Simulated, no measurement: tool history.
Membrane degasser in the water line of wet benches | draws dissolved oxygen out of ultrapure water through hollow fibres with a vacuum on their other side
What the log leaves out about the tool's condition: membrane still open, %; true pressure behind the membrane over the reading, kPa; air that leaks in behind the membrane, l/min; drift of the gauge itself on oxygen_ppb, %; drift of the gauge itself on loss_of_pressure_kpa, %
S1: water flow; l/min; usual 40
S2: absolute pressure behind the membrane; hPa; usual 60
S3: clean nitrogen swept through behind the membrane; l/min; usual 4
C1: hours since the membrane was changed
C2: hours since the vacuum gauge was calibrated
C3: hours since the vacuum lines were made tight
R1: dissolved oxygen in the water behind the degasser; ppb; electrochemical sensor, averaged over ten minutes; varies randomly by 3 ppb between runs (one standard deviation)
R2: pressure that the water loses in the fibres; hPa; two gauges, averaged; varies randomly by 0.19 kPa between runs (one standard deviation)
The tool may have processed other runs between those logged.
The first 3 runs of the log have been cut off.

{"run": 4, "hour": 151.5, "S1": 40, "S2": 60, "S3": 4, "C1": 2026, "C2": 3200, "C3": 1592, "R1": 303.8, "R2": 432}
{"run": 5, "hour": 207.3, "S1": 40, "S2": 60, "S3": 4, "C1": 2082, "C2": 3256, "C3": 1648, "R1": 303.8, "R2": 431.1}
{"run": 6, "hour": 250.8, "S1": 40, "S2": 60, "S3": 4, "C1": 2125, "C2": 3299, "C3": 1692, "R1": 310.8, "R2": 431.4}
{"run": 7, "hour": 290.4, "S1": 57, "S2": 60, "S3": 4, "C1": 2165, "C2": 3339, "C3": 1731, "R1": 605.6, "R2": 617.1}
{"run": 8, "hour": 344.4, "S1": 57, "S2": 60, "S3": 4, "C1": 2219, "C2": 3393, "C3": 1785, "R1": 602.7, "R2": 615.8}
{"run": 9, "hour": 398.3, "S1": 57, "S2": 60, "S3": 4, "C1": 2273, "C2": 3447, "C3": 1839, "R1": 602.2, "R2": 620.7}
{"run": 10, "hour": 453.9, "S1": 57, "S2": 60, "S3": 4, "C1": 2328, "C2": 3502, "C3": 1895, "R1": 606.2, "R2": 616.4}
{"run": 11, "hour": 502.4, "S1": 57, "S2": 60, "S3": 4, "C1": 2377, "C2": 3551, "C3": 1943, "R1": 602.1, "R2": 618.5}
{"run": 12, "hour": 544.3, "S1": 40, "S2": 60, "S3": 8.43, "C1": 2419, "C2": 3593, "C3": 1985, "R1": 275.2, "R2": 434.9}
{"run": 13, "hour": 590.9, "S1": 40, "S2": 60, "S3": 8.43, "C1": 2465, "C2": 3639, "C3": 2032, "R1": 276.2, "R2": 435.6}
{"run": 14, "hour": 647.0, "S1": 38, "S2": 60, "S3": 4, "C1": 2521, "C2": 3695, "C3": 2088, "R1": 278, "R2": 412}
{"run": 15, "hour": 704.3, "S1": 38, "S2": 60, "S3": 4, "C1": 2579, "C2": 3753, "C3": 2145, "R1": 277.6, "R2": 414.7}
{"run": 16, "hour": 761.3, "S1": 38, "S2": 60, "S3": 4, "C1": 2636, "C2": 3810, "C3": 2202, "R1": 277.5, "R2": 412.7}
{"run": 17, "hour": 822.0, "S1": 38, "S2": 60, "S3": 4, "C1": 2696, "C2": 3870, "C3": 2263, "R1": 277.8, "R2": 409.4}
{"run": 18, "hour": 864.2, "S1": 38, "S2": 60, "S3": 4, "C1": 2739, "C2": 3913, "C3": 2305, "R1": 276.3, "R2": 412.6}
{"run": 19, "hour": 916.0, "S1": 40, "S2": 60, "S3": 4.4, "C1": 2790, "C2": 3964, "C3": 2357, "R1": 305.9, "R2": 434}
{"run": 20, "hour": 980.0, "S1": 50, "S2": 52.6, "S3": 10.73, "C1": 2854, "C2": 4028, "C3": 2421, "R1": 431.4, "R2": 542.4}
{"run": 21, "hour": 1029.4, "S1": 50, "S2": 52.6, "S3": 10.73, "C1": 2904, "C2": 4078, "C3": 2470, "R1": 418.9, "R2": 542.8}
{"run": 22, "hour": 1086.7, "S1": 26, "S2": 60, "S3": 2.45, "C1": 2961, "C2": 4135, "C3": 2527, "R1": 146.4, "R2": 283.9}
{"run": 23, "hour": 1152.4, "S1": 26, "S2": 41.5, "S3": 2.45, "C1": 3027, "C2": 4201, "C3": 2593, "R1": 98.7, "R2": 283.6}
{"run": 24, "hour": 1211.8, "S1": 26, "S2": 45.2, "S3": 1.9, "C1": 3086, "C2": 4260, "C3": 2652, "R1": 118.7, "R2": 281.6}
{"run": 25, "hour": 1264.1, "S1": 26, "S2": 45.2, "S3": 1.9, "C1": 3139, "C2": 4312, "C3": 2705, "R1": 117.7, "R2": 278.8}
{"run": 26, "hour": 1323.5, "S1": 49, "S2": 45.2, "S3": 7.33, "C1": 3198, "C2": 4372, "C3": 2764, "R1": 409.2, "R2": 534.6}
{"run": 27, "hour": 1369.5, "S1": 51, "S2": 47.8, "S3": 4, "C1": 3244, "C2": 4418, "C3": 2810, "R1": 471.4, "R2": 553}

Run 28, settings as shown, results not yet in. Your forecast:
{"run": 28, "hour": 1434.4, "S1": 36, "S2": 47.8, "S3": 2.76, "C1": 3309, "C2": 4483, "C3": 2875, "R1": "?", "R2": "?"}

{"run 28": {"R1": 244.2, "R2": 390.3}}
Take away the tool's hidden state, keep the run-to-run variation as it was, and the same run would have given R1 233.3 ppb, R2 386.5 hPa.

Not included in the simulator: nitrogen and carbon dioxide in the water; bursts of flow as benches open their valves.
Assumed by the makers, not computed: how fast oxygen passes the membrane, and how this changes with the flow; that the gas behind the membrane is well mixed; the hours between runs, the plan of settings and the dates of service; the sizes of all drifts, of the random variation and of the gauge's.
